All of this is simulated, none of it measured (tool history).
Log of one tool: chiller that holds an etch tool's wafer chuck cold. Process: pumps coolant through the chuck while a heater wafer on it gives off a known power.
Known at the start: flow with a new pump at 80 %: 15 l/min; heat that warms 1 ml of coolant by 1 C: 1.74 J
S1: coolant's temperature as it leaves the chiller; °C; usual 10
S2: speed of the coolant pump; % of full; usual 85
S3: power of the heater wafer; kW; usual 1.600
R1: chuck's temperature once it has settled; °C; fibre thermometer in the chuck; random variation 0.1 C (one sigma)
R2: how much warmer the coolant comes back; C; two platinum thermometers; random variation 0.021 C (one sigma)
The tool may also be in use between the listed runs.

Run 1, hour 0.0: usual settings. Result: R1 22.1 °C, R2 3.52 C.
Run 2, hour 60.7: usual settings. Result: R1 22.2 °C, R2 3.52 C.
At hour 67.7: chiller's thermometer calibrated.
Run 3, hour 97.5: usual settings. Result: R1 22.6 °C, R2 3.52 C.
At hour 111.9: coolant changed, channels flushed.
Run 4, hour 147.6: usual settings. Result: R1 20.9 °C, R2 3.52 C.
Run 5, hour 197.8: usual settings. Result: R1 20.9 °C, R2 3.53 C.
Run 6, hour 254.2: usual settings but S2 70 % of full. Result: R1 22.5 °C, R2 4.25 C.
Run 7, hour 313.8: usual settings but S2 86 % of full. Result: R1 21.0 °C, R2 3.49 C.
Run 8, hour 357.3: usual settings but S2 86 % of full. Result: R1 20.8 °C, R2 3.53 C.
Run 9, hour 419.2: usual settings but S2 86 % of full. Result: R1 20.9 °C, R2 3.50 C.
Run 10, hour 473.7: usual settings but S2 86 % of full. Result: R1 20.9 °C, R2 3.54 C.
Run 11, hour 532.0: usual settings but S2 86 % of full. Result: R1 21.0 °C, R2 3.50 C.
Run 12, hour 568.1: usual settings but S3 1.044 kW. Result: R1 17.1 °C, R2 2.30 C.
At hour 577.5: coolant pump overhauled.
Run 13, hour 611.2: usual settings but S3 1.044 kW. Result: R1 17.1 °C, R2 2.33 C.
Run 14, hour 642.9: usual settings but S1 1 °C, S2 94 % of full, S3 1.044 kW. Result: R1 7.9 °C, R2 2.09 C.
Run 15, hour 702.7: usual settings but S1 5 °C, S2 94 % of full, S3 1.044 kW. Result: R1 12.0 °C, R2 2.08 C.
Run 16, hour 757.7: usual settings but S1 1 °C, S3 1.038 kW. Result: R1 8.0 °C, R2 2.29 C.
Run 17, hour 804.8: usual settings but S1 1 °C, S2 77 % of full, S3 0.995 kW. Result: R1 8.2 °C, R2 2.45 C.
Run 18, hour 841.5: usual settings but S1 4 °C, S2 71 % of full, S3 1.890 kW. Result: R1 18.5 °C, R2 5.02 C.
At hour 862.2: coolant pump overhauled, once more.
Run 19, hour 875.9: usual settings but S1 4 °C, S2 100 % of full, S3 1.890 kW. Result: R1 15.7 °C, R2 3.47 C.
Run 20, hour 916.6: usual settings but S1 15 °C, S2 64 % of full, S3 1.318 kW. Result: R1 25.9 °C, R2 3.79 C.
Run 21, hour 980.7: usual settings but S1 15 °C, S2 64 % of full, S3 1.485 kW. Result: R1 27.0 °C, R2 4.23 C.
Run 22, hour 1013.4: usual settings but S3 0.811 kW. Result: R1 15.5 °C, R2 1.78 C.
Run 23, hour 1065.3: usual settings but S1 14 °C, S2 86 % of full, S3 1.866 kW. Result: R1 26.7 °C, R2 3.97 C.
Run 24, hour 1125.0: usual settings but S1 5 °C, S2 93 % of full, S3 1.186 kW. Result: R1 12.6 °C, R2 2.32 C.

Measured less the same run without the tool's hidden state. The same run-to-run variation is in both; the gauge's scatter may not be:
The hidden state here: heat passed by the chuck's channels, % of clean ones'; flow at a given pump speed, % of a new pump's; coolant's true temperature over the reading, C; drift of the gauge itself on chuck_c, C; drift of the gauge itself on warmer_back_c, C.
run    R1     R2
  1  +1.3  +0.04
  2  +1.4  +0.05
  3  +1.8  +0.05
  4  +0.1  +0.05
  5  +0.1  +0.06
  6  +0.2  +0.06
  7  +0.2  +0.05
  8  +0.2  +0.06
  9  +0.2  +0.06
 10  +0.2  +0.06
 11  +0.2  +0.06
 12  +0.2  +0.05
 13  +0.1  +0.05
 14  +0.2  +0.05
 15  +0.1  +0.05
 16  +0.1  +0.06
 17  +0.2  +0.06
 18  +0.4  +0.12
 19  +0.2  +0.00
 20  +0.2  +0.00
 21  +0.2  +0.01
 22  +0.0  +0.01
 23  +0.2  +0.01
 24  +0.1  +0.01
